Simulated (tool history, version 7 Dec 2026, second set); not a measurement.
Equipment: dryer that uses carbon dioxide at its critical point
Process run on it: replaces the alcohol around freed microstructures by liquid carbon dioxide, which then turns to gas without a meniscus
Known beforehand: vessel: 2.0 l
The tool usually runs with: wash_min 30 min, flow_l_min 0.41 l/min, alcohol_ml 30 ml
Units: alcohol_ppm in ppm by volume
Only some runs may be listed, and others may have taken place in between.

run	hour	wash_min	flow_l_min	alcohol_ml	alcohol_ppm
1	0	30	0.41	30	193
2	11.9	25	0.41	30	376
3	23.5	25	0.41	30	377
4	30.2	25	0.402	30	405
5	42.2	25	0.402	30	405
6	54.8	25	0.402	30	412
7	63.9	25	0.402	30	411
8	74.3	25	0.402	30	404
9	83	25	0.402	70	936
10	94.5	25	0.402	70	917
11	103.7	30	0.41	30	205
12	111.1	30	0.41	30	192
13	123.7	30	0.41	30	206
14	134.5	30	0.41	30	195
15	144.1	45	0.41	30	50
16	154.1	45	0.41	30	49
17	163.5	30	0.41	30	209
18	171.9	30	0.41	30	203
19	179	30	0.41	30	213
20	186	30	0.41	30	203
21	192.8	30	0.41	30	217
22	204.9	30	0.41	61	414
23	213.7	30	0.41	61	379
24	221.4	30	0.41	23	183
25	231.2	35	0.41	35	127
26	239.7	22	0.41	74	1485
27	248.9	37	0.547	88	66
28	261.3	21	0.418	29	656
29	268.9	21	0.418	29	651
30	276.7	21	0.684	29	114
31	283.4	21	0.684	29	116
32	291.7	41	0.367	30	114
33	299.8	20	0.534	30	346
34	306.2	20	0.534	30	362
35	312.9	20	0.534	30	364
36	324.3	20	0.534	30	372
37	330.8	32	0.559	30	68
38	343.3	32	0.559	23	69
39	351	32	0.559	23	71
40	359.6	32	0.559	23	74
41	365.1	26	0.41	33	421
42	373.1	20	0.266	73	5704
43	385.2	20	0.266	73	5629
44	397.2	32	0.266	20	576
45	408	32	0.266	20	567
46	414	32	0.266	20	584
47	420.3	36	0.266	20	394

A few steps of alcohol_ppm between consecutive runs. Split each: what settings, incoming material and random variation would produce without the hidden state, and what is left over for the hidden state, along with gauge scatter present in only one of the two compared results (measured, and without hidden state):
Hidden conditions of the tool in this case: flow that reaches the vessel past the clogged filter, %; alcohol in the recycled carbon dioxide, ppm; drift of the gauge itself on alcohol_ppm, %.
Run 26 -> 27: wash_min 22 -> 37, flow_l_min 0.41 -> 0.547, alcohol_ml 74 -> 88. alcohol_ppm -1419 ppm by volume: hidden state -125, all else -1294.
Run 41 -> 42: wash_min 26 -> 20, flow_l_min 0.41 -> 0.266, alcohol_ml 33 -> 73. alcohol_ppm +5283 ppm by volume: hidden state +356, all else +4927.
Run 43 -> 44: wash_min 20 -> 32, alcohol_ml 73 -> 20. alcohol_ppm -5053 ppm by volume: hidden state -350, all else -4703.

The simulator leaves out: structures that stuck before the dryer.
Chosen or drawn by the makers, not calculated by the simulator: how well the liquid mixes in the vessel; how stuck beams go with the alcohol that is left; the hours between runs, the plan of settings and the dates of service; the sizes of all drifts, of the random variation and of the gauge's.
